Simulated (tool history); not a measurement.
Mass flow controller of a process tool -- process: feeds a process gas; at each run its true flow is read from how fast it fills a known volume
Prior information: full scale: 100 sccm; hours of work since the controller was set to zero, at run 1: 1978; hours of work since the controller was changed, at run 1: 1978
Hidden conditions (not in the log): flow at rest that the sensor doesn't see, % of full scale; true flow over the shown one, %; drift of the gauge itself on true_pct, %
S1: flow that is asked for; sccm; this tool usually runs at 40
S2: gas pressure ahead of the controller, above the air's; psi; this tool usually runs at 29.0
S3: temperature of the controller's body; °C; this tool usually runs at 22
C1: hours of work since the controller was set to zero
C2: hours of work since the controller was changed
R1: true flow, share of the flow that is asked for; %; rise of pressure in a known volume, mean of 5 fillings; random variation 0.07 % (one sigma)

Run 1, hour 0.0: usual settings; C1 1978; C2 1978. Result: R1 96.14 %.
Run 2, hour 83.5: usual settings but S3 21 °C; C1 2034; C2 2034. Result: R1 96.08 %.
Run 3, hour 179.0: usual settings; C1 2098; C2 2098. Result: R1 96.01 %.
Run 4, hour 241.0: usual settings; C1 2139; C2 2139. Result: R1 95.87 %.
Run 5, hour 313.3: usual settings; C1 2187; C2 2187. Result: R1 95.78 %.
Run 6, hour 421.5: usual settings; C1 2260; C2 2260. Result: R1 95.83 %.
Run 7, hour 471.4: usual settings but S3 24 °C; C1 2293; C2 2293. Result: R1 95.79 %.
Run 8, hour 537.2: usual settings but S3 34 °C; C1 2337; C2 2337. Result: R1 95.35 %.
At hour 543.3: controller's zero set anew.
Run 9, hour 620.6: usual settings but S3 38 °C; C1 52; C2 2392. Result: R1 94.21 %.
Run 10, hour 722.3: usual settings; C1 120; C2 2460. Result: R1 94.72 %.
Run 11, hour 784.5: usual settings but S1 22 sccm, S3 26 °C; C1 161; C2 2502. Result: R1 91.53 %.
Run 12, hour 857.5: usual settings but S2 21.0 psi, S3 29 °C; C1 210; C2 2551. Result: R1 94.09 %.
At hour 905.4: controller's zero set anew, once more.
Run 13, hour 925.8: usual settings but S1 32 sccm, S2 31.2 psi, S3 38 °C; C1 14; C2 2596. Result: R1 96.63 %.
Run 14, hour 1043.4: usual settings but S1 32 sccm, S2 31.2 psi, S3 28 °C; C1 92; C2 2674. Result: R1 96.96 %.
Run 15, hour 1121.8: usual settings but S2 20.3 psi, S3 33 °C; C1 145; C2 2727. Result: R1 96.79 %.
Run 16, hour 1230.7: usual settings but S2 20.3 psi, S3 33 °C; C1 217; C2 2800. Result: R1 96.72 %.
Run 17, hour 1308.0: usual settings but S1 43 sccm, S2 28.6 psi, S3 25 °C; C1 269; C2 2851. Result: R1 97.15 %.
Run 18, hour 1375.5: usual settings but S1 43 sccm, S2 37.9 psi; C1 314; C2 2896. Result: R1 97.34 %.
Run 19, hour 1482.6: usual settings but S2 29.9 psi, S3 31 °C; C1 386; C2 2968. Result: R1 96.62 %.

Each row is a separate what-if for the run after 19, all from the same tool condition, not one after another. Results?
Run A, hour 1601.2: usual settings but S2 25.7 psi; C1 465; C2 3047. Result: R1 ?.
Run B, hour 1601.2: usual settings but S1 10 sccm, S2 29.2 psi, S3 28 °C; C1 465; C2 3047. Result: R1 ?.
Run C, hour 1601.2: usual settings but S1 75 sccm, S2 28.1 psi, S3 31 °C; C1 465; C2 3047. Result: R1 ?.

run     R1
  A  96.87
  B  94.64
  C  97.76
What these runs would have given with no unlogged condition in the tool:
run     R1
  A  98.35
  B  97.22
  C  99.06
